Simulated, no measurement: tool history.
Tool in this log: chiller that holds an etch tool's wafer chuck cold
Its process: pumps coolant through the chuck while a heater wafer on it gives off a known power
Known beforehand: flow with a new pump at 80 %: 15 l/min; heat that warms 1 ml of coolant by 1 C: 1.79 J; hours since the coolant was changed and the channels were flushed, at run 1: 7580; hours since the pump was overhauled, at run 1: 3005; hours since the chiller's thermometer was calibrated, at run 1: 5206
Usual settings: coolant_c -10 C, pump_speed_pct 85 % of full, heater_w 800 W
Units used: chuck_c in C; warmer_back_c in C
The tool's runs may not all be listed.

| run | hour | coolant_c | pump_speed_pct | heater_w | hours since the coolant was changed and the channels were flushed | hours since the pump was overhauled | hours since the chiller's thermometer was calibrated | chuck_c | warmer_back_c |
|---|---|---|---|---|---|---|---|---|---|
| 1 | 0.0 | -10 | 85 | 800 | 7580 | 3005 | 5206 | -3.52 | 1.71 |
| 2 | 39.0 | -10 | 85 | 800 | 7619 | 3044 | 5245 | -3.57 | 1.77 |
| 3 | 111.3 | -10 | 85 | 800 | 7691 | 3116 | 5317 | -3.64 | 1.75 |
| 4 | 149.2 | -10 | 85 | 800 | 7729 | 3154 | 5355 | -3.56 | 1.76 |
| 5 | 189.3 | -9 | 85 | 800 | 7770 | 3194 | 5395 | -2.43 | 1.72 |
| 6 | 251.0 | -10 | 85 | 800 | 7831 | 3256 | 5457 | -3.56 | 1.76 |
| 7 | 315.6 | -10 | 85 | 800 | 7896 | 3321 | 5521 | -3.64 | 1.75 |
| 8 | 348.2 | -4 | 85 | 800 | 7928 | 3353 | 5554 | 2.62 | 1.76 |
| 9 | 400.7 | -4 | 85 | 800 | 7981 | 3406 | 5606 | 2.51 | 1.74 |
| 10 | 454.8 | -4 | 85 | 800 | 8035 | 3460 | 5661 | 2.61 | 1.73 |
| 11 | 523.1 | -10 | 85 | 800 | 8103 | 3528 | 5729 | -3.41 | 1.77 |
| 12 | 588.7 | -3 | 85 | 800 | 8169 | 3594 | 5794 | 3.65 | 1.77 |
| 13 | 651.0 | -3 | 85 | 800 | 8231 | 3656 | 5857 | 3.50 | 1.75 |
| 14 | 690.3 | -3 | 85 | 800 | 8271 | 3695 | 5896 | 3.49 | 1.75 |
| 15 | 760.7 | -3 | 85 | 800 | 8341 | 3766 | 5966 | 3.59 | 1.78 |
|  | 790.2 | chiller's thermometer calibrated |
| 16 | 832.4 | -17 | 85 | 800 | 8412 | 3837 | 42 | -10.72 | 1.78 |
| 17 | 895.4 | -17 | 85 | 800 | 8475 | 3899 | 105 | -10.76 | 1.79 |
| 18 | 964.0 | -17 | 85 | 800 | 8543 | 3968 | 174 | -10.58 | 1.75 |
| 19 | 1035.8 | -19 | 85 | 780 | 8615 | 4040 | 246 | -12.77 | 1.75 |
| 20 | 1075.2 | -19 | 82 | 756 | 8654 | 4079 | 285 | -12.88 | 1.75 |
| 21 | 1106.8 | -15 | 85 | 469 | 8686 | 4111 | 317 | -11.36 | 1.01 |
| 22 | 1158.5 | 0 | 62 | 563 | 8738 | 4163 | 368 | 5.74 | 1.80 |
| 23 | 1215.4 | -20 | 91 | 967 | 8795 | 4220 | 425 | -12.82 | 2.00 |
| 24 | 1287.6 | -14 | 82 | 800 | 8867 | 4292 | 497 | -7.47 | 1.87 |
| 25 | 1347.9 | -14 | 82 | 800 | 8927 | 4352 | 558 | -7.42 | 1.87 |
| 26 | 1392.7 | -14 | 82 | 800 | 8972 | 4397 | 602 | -7.43 | 1.84 |
| 27 | 1443.7 | -10 | 77 | 480 | 9023 | 4448 | 653 | -5.92 | 1.18 |
| 28 | 1501.6 | -11 | 77 | 674 | 9081 | 4506 | 711 | -5.13 | 1.72 |
| 29 | 1579.0 | -11 | 77 | 674 | 9158 | 4583 | 789 | -5.05 | 1.68 |
| 30 | 1648.0 | -11 | 69 | 684 | 9227 | 4652 | 858 | -4.47 | 2.00 |
| 31 | 1684.1 | -12 | 84 | 1126 | 9263 | 4688 | 894 | -2.92 | 2.59 |
| 32 | 1716.9 | -12 | 84 | 1126 | 9296 | 4721 | 927 | -3.00 | 2.56 |
| 33 | 1749.9 | -15 | 75 | 666 | 9329 | 4754 | 960 | -8.98 | 1.69 |

Hidden state or all else? Some run-to-run changes of chuck_c, split into what the settings, what came in and random variation would give without the hidden state, and what is left for the hidden state (with any gauge scatter that isn't in both results):
The hidden state here: heat passed by the chuck's channels, % of clean ones'; flow at a given pump speed, % of a new pump's; coolant's true temperature over the reading, C; drift of the gauge itself on chuck_c, C; drift of the gauge itself on warmer_back_c, C.
Run 15 -> 16: coolant_c -3 -> -17, chiller's thermometer calibrated. chuck_c -14.31 C: hidden state -0.32, all else -13.99.
Run 20 -> 21: coolant_c -19 -> -15, pump_speed_pct 82 -> 85, heater_w 756 -> 469. chuck_c +1.52 C: hidden state -0.33, all else +1.85.
Run 21 -> 22: coolant_c -15 -> 0, pump_speed_pct 85 -> 62, heater_w 469 -> 563. chuck_c +17.10 C: hidden state +0.29, all else +16.81.
Run 22 -> 23: coolant_c 0 -> -20, pump_speed_pct 62 -> 91, heater_w 563 -> 967. chuck_c -18.56 C: hidden state +0.22, all else -18.78.
Run 30 -> 31: coolant_c -11 -> -12, pump_speed_pct 69 -> 84, heater_w 684 -> 1126. chuck_c +1.55 C: hidden state +0.40, all else +1.15.
Run 32 -> 33: coolant_c -12 -> -15, pump_speed_pct 84 -> 75, heater_w 1126 -> 666. chuck_c -5.98 C: hidden state -0.46, all else -5.52.
